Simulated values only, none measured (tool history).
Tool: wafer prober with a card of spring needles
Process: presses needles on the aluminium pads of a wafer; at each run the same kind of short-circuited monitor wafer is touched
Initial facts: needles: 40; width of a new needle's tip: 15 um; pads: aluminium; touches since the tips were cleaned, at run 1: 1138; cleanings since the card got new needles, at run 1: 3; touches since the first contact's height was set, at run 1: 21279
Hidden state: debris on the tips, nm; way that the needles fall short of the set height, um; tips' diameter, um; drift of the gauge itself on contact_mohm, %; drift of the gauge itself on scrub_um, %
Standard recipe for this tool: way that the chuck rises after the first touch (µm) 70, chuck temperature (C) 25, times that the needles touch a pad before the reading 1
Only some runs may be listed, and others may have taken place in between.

run,hour,way that the chuck rises after the first touch (µm),chuck temperature (C),times that the needles touch a pad before the reading,touches since the tips were cleaned,cleanings since the card got new needles,touches since the first contact's height was set,resistance of one needle with its contact and lead (mohm),way that a needle slides on the pad (µm)
1,0.0,70,25,1,1138,3,21279,249,8.85
2,8.6,70,25,1,5744,3,25885,293,8.88
# hour 9.7: tips cleaned on abrasive film
# hour 20.8: tips cleaned on abrasive film
3,23.7,70,49,1,1534,5,33914,262,8.82
# hour 32.0: tips cleaned on abrasive film
4,34.7,70,49,1,1479,6,39814,267,8.83
5,41.4,70,49,1,5066,6,43401,296,8.80
# hour 43.4: tips cleaned on abrasive film
6,49.9,60,49,1,3533,7,47940,306,7.53
# hour 55.0: tips cleaned on abrasive film
7,60.1,60,49,1,2731,8,53322,302,7.53
# hour 66.6: tips cleaned on abrasive film
8,74.3,60,49,1,4128,9,60930,319,7.53
# hour 78.6: tips cleaned on abrasive film
9,85.1,60,49,1,3518,10,66710,310,7.47
# hour 89.4: height of the first contact set anew
# hour 90.3: tips cleaned on abrasive film
10,93.2,70,25,1,1552,11,1953,264,8.72
# hour 101.7: tips cleaned on abrasive film
11,107.3,70,25,1,3037,12,9516,280,8.67
# hour 113.0: tips cleaned on abrasive film
12,121.2,70,25,1,4404,13,16922,290,8.68
# hour 124.3: tips cleaned on abrasive film
# hour 135.4: tips cleaned on abrasive film
13,136.3,70,25,1,456,15,24926,240,8.63
# hour 138.0: height of the first contact set anew, once more
14,144.7,70,25,1,4861,15,3617,297,8.89
# hour 146.9: tips cleaned on abrasive film
15,157.5,70,25,1,5711,16,10431,292,8.91
# hour 158.8: tips cleaned on abrasive film
# hour 170.4: tips cleaned on abrasive film
16,171.7,70,25,1,694,18,17935,246,8.89
# hour 181.5: tips cleaned on abrasive film
17,187.3,70,25,1,3144,19,26303,285,8.81
# hour 192.6: tips cleaned on abrasive film
18,200.7,70,101,2,4351,20,33431,275,8.87
# hour 204.5: tips cleaned on abrasive film
19,210.0,52,37,2,2980,21,38419,286,6.51
# hour 215.6: tips cleaned on abrasive film
20,222.7,53,123,3,3846,22,45193,281,6.61
# hour 227.1: tips cleaned on abrasive film
21,233.0,53,123,3,3184,23,50657,283,6.63
# hour 238.9: tips cleaned on abrasive film
22,244.4,86,39,2,2993,24,56771,251,10.82
# hour 250.6: tips cleaned on abrasive film
23,255.4,70,25,2,2586,25,62641,254,8.77
# hour 262.4: tips cleaned on abrasive film
# hour 266.8: height of the first contact set anew
24,271.4,70,25,2,4709,26,2516,265,8.87
# hour 274.3: tips cleaned on abrasive film
25,281.5,70,25,2,3850,27,7858,262,8.90
# hour 285.9: tips cleaned on abrasive film
26,291.7,70,25,2,3107,28,13291,258,8.88
# hour 297.2: tips cleaned on abrasive film
27,299.7,70,25,2,1351,29,17564,247,8.89
# hour 308.3: tips cleaned on abrasive film
28,309.9,74,34,2,864,30,22999,240,9.34
29,316.7,74,32,2,4503,30,26638,261,9.30
# hour 320.3: tips cleaned on abrasive film
30,330.4,55,31,3,5464,31,33974,261,6.91
# hour 331.4: tips cleaned on abrasive film
31,341.7,70,25,3,5527,32,39992,246,8.84
# hour 342.7: tips cleaned on abrasive film
32,348.1,86,105,2,2906,33,43409,256,10.85
# hour 354.3: tips cleaned on abrasive film
33,361.1,59,43,2,3637,34,50304,281,7.41

Results for each run, recomputed without the tool's hidden state and with each run's random variation untouched:
run,resistance of one needle with its contact and lead (mohm),way that a needle slides on the pad (µm)
1,214,8.89
2,217,8.92
3,220,8.89
4,223,8.91
5,223,8.88
6,223,7.62
7,222,7.63
8,227,7.65
9,224,7.60
10,216,8.90
11,213,8.86
12,215,8.89
13,218,8.86
14,219,8.89
15,214,8.92
16,216,8.92
17,216,8.86
18,234,8.92
19,224,6.58
20,245,6.70
21,247,6.73
22,220,10.93
23,215,8.89
24,218,8.87
25,217,8.90
26,216,8.90
27,220,8.93
28,220,9.39
29,219,9.35
30,218,6.97
31,216,8.91
32,230,10.94
33,222,7.51

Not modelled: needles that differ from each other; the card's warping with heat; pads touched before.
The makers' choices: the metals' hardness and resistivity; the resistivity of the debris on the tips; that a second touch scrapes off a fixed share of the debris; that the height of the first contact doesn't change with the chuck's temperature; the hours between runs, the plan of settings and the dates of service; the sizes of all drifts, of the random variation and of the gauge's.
